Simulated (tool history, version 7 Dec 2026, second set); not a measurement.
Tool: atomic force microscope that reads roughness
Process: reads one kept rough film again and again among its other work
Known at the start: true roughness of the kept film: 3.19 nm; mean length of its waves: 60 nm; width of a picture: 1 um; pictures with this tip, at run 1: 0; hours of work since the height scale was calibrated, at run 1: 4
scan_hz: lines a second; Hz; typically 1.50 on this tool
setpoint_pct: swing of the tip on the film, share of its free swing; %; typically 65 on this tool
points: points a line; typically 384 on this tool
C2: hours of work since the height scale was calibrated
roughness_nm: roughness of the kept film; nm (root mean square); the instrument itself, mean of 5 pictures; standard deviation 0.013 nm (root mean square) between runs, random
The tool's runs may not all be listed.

{"run": 1, "hour": 0.0, "scan_hz": 1.5, "setpoint_pct": 65, "points": 384, "pictures with this tip": 0, "C2": 4, "roughness_nm": 3.057}
{"run": 2, "hour": 8.6, "scan_hz": 1.5, "setpoint_pct": 65, "points": 384, "pictures with this tip": 9, "C2": 10, "roughness_nm": 3.002}
{"run": 3, "hour": 22.6, "scan_hz": 1.5, "setpoint_pct": 65, "points": 384, "pictures with this tip": 22, "C2": 19, "roughness_nm": 3.017}
{"run": 4, "hour": 31.7, "scan_hz": 1.5, "setpoint_pct": 65, "points": 384, "pictures with this tip": 31, "C2": 24, "roughness_nm": 2.993}
{"run": 5, "hour": 45.4, "scan_hz": 1.83, "setpoint_pct": 65, "points": 384, "pictures with this tip": 45, "C2": 33, "roughness_nm": 2.98}
{"run": 6, "hour": 54.3, "scan_hz": 1.5, "setpoint_pct": 65, "points": 384, "pictures with this tip": 54, "C2": 39, "roughness_nm": 2.977}
{"run": 7, "hour": 65.7, "scan_hz": 1.5, "setpoint_pct": 65, "points": 384, "pictures with this tip": 65, "C2": 46, "roughness_nm": 2.94}
{"run": 8, "hour": 76.3, "scan_hz": 1.5, "setpoint_pct": 77, "points": 384, "pictures with this tip": 75, "C2": 52, "roughness_nm": 2.91}
{"run": 9, "hour": 85.8, "scan_hz": 1.5, "setpoint_pct": 77, "points": 384, "pictures with this tip": 84, "C2": 58, "roughness_nm": 2.863}
{"hour": 87.9, "done": "height scale calibrated on a step standard"}
{"run": 10, "hour": 101.3, "scan_hz": 1.5, "setpoint_pct": 65, "points": 384, "pictures with this tip": 98, "C2": 8, "roughness_nm": 2.939}
{"run": 11, "hour": 109.5, "scan_hz": 1.5, "setpoint_pct": 65, "points": 384, "pictures with this tip": 106, "C2": 14, "roughness_nm": 2.922}
{"run": 12, "hour": 120.5, "scan_hz": 1.5, "setpoint_pct": 65, "points": 384, "pictures with this tip": 117, "C2": 21, "roughness_nm": 2.907}
{"run": 13, "hour": 135.0, "scan_hz": 2.69, "setpoint_pct": 65, "points": 384, "pictures with this tip": 131, "C2": 30, "roughness_nm": 2.867}
{"hour": 144.2, "done": "new tip fitted"}
{"run": 14, "hour": 149.8, "scan_hz": 0.52, "setpoint_pct": 65, "points": 384, "pictures with this tip": 5, "C2": 39, "roughness_nm": 3.092}
{"run": 15, "hour": 162.2, "scan_hz": 0.52, "setpoint_pct": 65, "points": 384, "pictures with this tip": 18, "C2": 46, "roughness_nm": 3.052}
{"hour": 170.2, "done": "height scale calibrated on a step standard, once more"}
{"run": 16, "hour": 177.5, "scan_hz": 2.0, "setpoint_pct": 86, "points": 692, "pictures with this tip": 31, "C2": 5, "roughness_nm": 2.817}
{"run": 17, "hour": 189.4, "scan_hz": 2.0, "setpoint_pct": 86, "points": 692, "pictures with this tip": 43, "C2": 12, "roughness_nm": 2.838}
{"run": 18, "hour": 196.0, "scan_hz": 3.62, "setpoint_pct": 81, "points": 628, "pictures with this tip": 50, "C2": 16, "roughness_nm": 2.714}
{"run": 19, "hour": 206.8, "scan_hz": 0.86, "setpoint_pct": 63, "points": 748, "pictures with this tip": 60, "C2": 23, "roughness_nm": 3.026}
{"run": 20, "hour": 213.8, "scan_hz": 1.09, "setpoint_pct": 65, "points": 516, "pictures with this tip": 67, "C2": 27, "roughness_nm": 2.981}
{"run": 21, "hour": 220.4, "scan_hz": 1.09, "setpoint_pct": 65, "points": 516, "pictures with this tip": 73, "C2": 32, "roughness_nm": 2.979}
{"run": 22, "hour": 233.3, "scan_hz": 1.17, "setpoint_pct": 82, "points": 380, "pictures with this tip": 86, "C2": 40, "roughness_nm": 2.891}
{"run": 23, "hour": 239.4, "scan_hz": 0.73, "setpoint_pct": 78, "points": 311, "pictures with this tip": 92, "C2": 43, "roughness_nm": 2.929}
{"run": 24, "hour": 252.5, "scan_hz": 1.5, "setpoint_pct": 80, "points": 324, "pictures with this tip": 105, "C2": 52, "roughness_nm": 2.861}
{"run": 25, "hour": 263.1, "scan_hz": 0.93, "setpoint_pct": 62, "points": 602, "pictures with this tip": 115, "C2": 58, "roughness_nm": 2.968}
{"run": 26, "hour": 269.4, "scan_hz": 0.93, "setpoint_pct": 62, "points": 602, "pictures with this tip": 121, "C2": 62, "roughness_nm": 2.933}

Run 27 comes next. What will it give?
{"run": 27, "hour": 276.2, "scan_hz": 2.71, "setpoint_pct": 65, "points": 289, "pictures with this tip": 128, "C2": 67, "roughness_nm": "?"}

Logged for run 27: roughness_nm 2.864 nm (root mean square).
Take away the tool's hidden state, keep the run-to-run variation as it was, and the same run would have given roughness_nm 2.999 nm (root mean square).
